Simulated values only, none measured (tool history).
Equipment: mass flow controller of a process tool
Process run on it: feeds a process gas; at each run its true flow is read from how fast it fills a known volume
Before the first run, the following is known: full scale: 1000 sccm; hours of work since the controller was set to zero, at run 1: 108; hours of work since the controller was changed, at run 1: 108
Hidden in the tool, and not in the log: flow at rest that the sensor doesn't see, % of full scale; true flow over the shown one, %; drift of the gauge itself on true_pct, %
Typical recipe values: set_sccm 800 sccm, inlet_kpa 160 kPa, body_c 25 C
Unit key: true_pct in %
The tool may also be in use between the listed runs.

run,day,set_sccm,inlet_kpa,body_c,hours of work since the controller was set to zero,hours of work since the controller was changed,true_pct
1,0,800,160,25,108,108,99.92
2,5.712,800,160,25,181,181,100.14
3,8.604,307,160,25,218,218,99.46
4,12.096,307,160,25,263,263,99.62
5,17.025,800,160,25,326,326,100.47
6,21.762,800,160,25,387,387,100.55
7,25.412,416,160,25,433,433,100.15
8,30.658,416,160,25,500,500,100.18
9,36.579,416,216,25,576,576,100.06
10,41.246,416,216,25,636,636,100.33
11,45.133,800,160,25,685,685,101.23
# day 50.342: gauge calibrated
12,51.142,800,160,25,762,762,100
13,56.638,800,160,25,832,832,100.14
14,59.883,800,160,33,874,874,100.94
15,63.917,800,160,25,925,925,100.35
16,66.471,800,189,25,958,958,100.35
17,71.792,800,189,25,1026,1026,100.42
18,74.562,800,189,25,1061,1061,100.51
19,77.246,800,189,25,1096,1096,100.55
20,80.125,800,189,25,1132,1132,100.57
21,84.3,800,189,25,1186,1186,100.91
22,89.738,800,189,25,1255,1255,101.06
23,92.846,974,143,25,1295,1295,101.51
24,98.392,501,195,24,1366,1366,100.83
25,101.342,501,239,24,1404,1404,100.62
26,105.404,265,202,24,1456,1456,100.41
27,108.717,265,202,24,1498,1498,100.6
28,112.767,649,154,21,1550,1550,101.38
29,116.575,649,154,21,1598,1598,101.37
30,120.704,649,154,21,1651,1651,101.41
31,123.604,800,173,25,1688,1688,102
32,127.75,800,219,37,1741,1741,102.83
33,132.408,800,219,37,1801,1801,103.05
34,137.067,149,236,22,1860,1860,100.84
35,141.171,149,236,22,1913,1913,101.1
36,147.167,149,236,22,1989,1989,101.17
37,152.962,149,236,22,2063,2063,101.33
38,156.85,149,236,22,2113,2113,101.61
39,161.421,149,236,22,2172,2172,101.68
40,163.967,111,279,25,2204,2204,101.8
41,168.129,125,160,25,2257,2257,102.46
42,170.721,135,160,25,2290,2290,102.51
43,173.808,800,197,25,2330,2330,103.37

For some of the steps in true_pct from one run to the next: how much would appear even if the tool had no hidden state, given the settings, what came in and random variation, and how much remains for the hidden state plus any gauge scatter that the measured result and the result without hidden state don't share?
Run 1 -> 2: no setting touched and nothing written in the log between the runs. true_pct +0.22 %: hidden state +0.17, all else +0.05.
Run 10 -> 11: set_sccm 416 -> 800, inlet_kpa 216 -> 160. true_pct +0.9 %: hidden state +0.12, all else +0.78.
Run 11 -> 12: gauge calibrated. true_pct -1.23 %: hidden state -1.3, all else +0.07.
Run 33 -> 34: set_sccm 800 -> 149, inlet_kpa 219 -> 236, body_c 37 -> 22. true_pct -2.21 %: hidden state +0.09, all else -2.3.
Run 35 -> 36: no setting touched and nothing written in the log between the runs. true_pct +0.07 %: hidden state +0.18, all else -0.11.
